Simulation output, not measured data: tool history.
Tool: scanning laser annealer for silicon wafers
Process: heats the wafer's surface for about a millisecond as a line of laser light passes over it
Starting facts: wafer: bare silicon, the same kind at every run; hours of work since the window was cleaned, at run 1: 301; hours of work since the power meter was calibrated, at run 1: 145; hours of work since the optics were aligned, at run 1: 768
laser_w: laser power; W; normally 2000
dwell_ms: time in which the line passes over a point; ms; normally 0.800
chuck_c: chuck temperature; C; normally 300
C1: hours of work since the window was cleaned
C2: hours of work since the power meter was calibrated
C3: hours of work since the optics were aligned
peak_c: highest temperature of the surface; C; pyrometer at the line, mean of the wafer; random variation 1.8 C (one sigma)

run 1 hour=0.0 | laser_w=2000 dwell_ms=0.800 chuck_c=300 | C1=301 C2=145 C3=768 | peak_c=1007
run 2 hour=11.0 | laser_w=2000 dwell_ms=0.800 chuck_c=300 | C1=309 C2=153 C3=776 | peak_c=1012
run 3 hour=16.7 | laser_w=2000 dwell_ms=0.800 chuck_c=300 | C1=312 C2=157 C3=780 | peak_c=1008
run 4 hour=29.9 | laser_w=2000 dwell_ms=0.800 chuck_c=300 | C1=322 C2=166 C3=789 | peak_c=1010
run 5 hour=39.5 | laser_w=2000 dwell_ms=0.800 chuck_c=277 | C1=328 C2=172 C3=795 | peak_c=988
run 6 hour=49.8 | laser_w=2164 dwell_ms=0.800 chuck_c=300 | C1=335 C2=180 C3=803 | peak_c=1071
run 7 hour=61.3 | laser_w=2121 dwell_ms=0.935 chuck_c=285 | C1=343 C2=187 C3=811 | peak_c=1109
run 8 hour=71.0 | laser_w=2121 dwell_ms=0.935 chuck_c=285 | C1=350 C2=194 C3=817 | peak_c=1109
run 9 hour=78.2 | laser_w=1896 dwell_ms=0.600 chuck_c=300 | C1=355 C2=199 C3=822 | peak_c=871
run 10 hour=89.5 | laser_w=2098 dwell_ms=0.589 chuck_c=334 | C1=363 C2=207 C3=830 | peak_c=959
run 11 hour=101.5 | laser_w=1701 dwell_ms=0.800 chuck_c=291 | C1=371 C2=215 C3=838 | peak_c=893

Predict each of these 4 candidate next runs independently; none follows another, all start after run 11:
run A hour=115.2 | laser_w=1764 dwell_ms=0.800 chuck_c=312 | C1=380 C2=225 C3=848 | peak_c=?
run B hour=115.2 | laser_w=1984 dwell_ms=0.800 chuck_c=264 | C1=380 C2=225 C3=848 | peak_c=?
run C hour=115.2 | laser_w=1791 dwell_ms=0.838 chuck_c=300 | C1=380 C2=225 C3=848 | peak_c=?
run D hour=115.2 | laser_w=1939 dwell_ms=0.800 chuck_c=300 | C1=380 C2=225 C3=848 | peak_c=?

run=A peak_c=934
run=B peak_c=966
run=C peak_c=947
run=D peak_c=984
Take away the tool's hidden state, keep each run's random variation, and the runs would have read:
run=A peak_c=964
run=B peak_c=999
run=C peak_c=978
run=D peak_c=1017
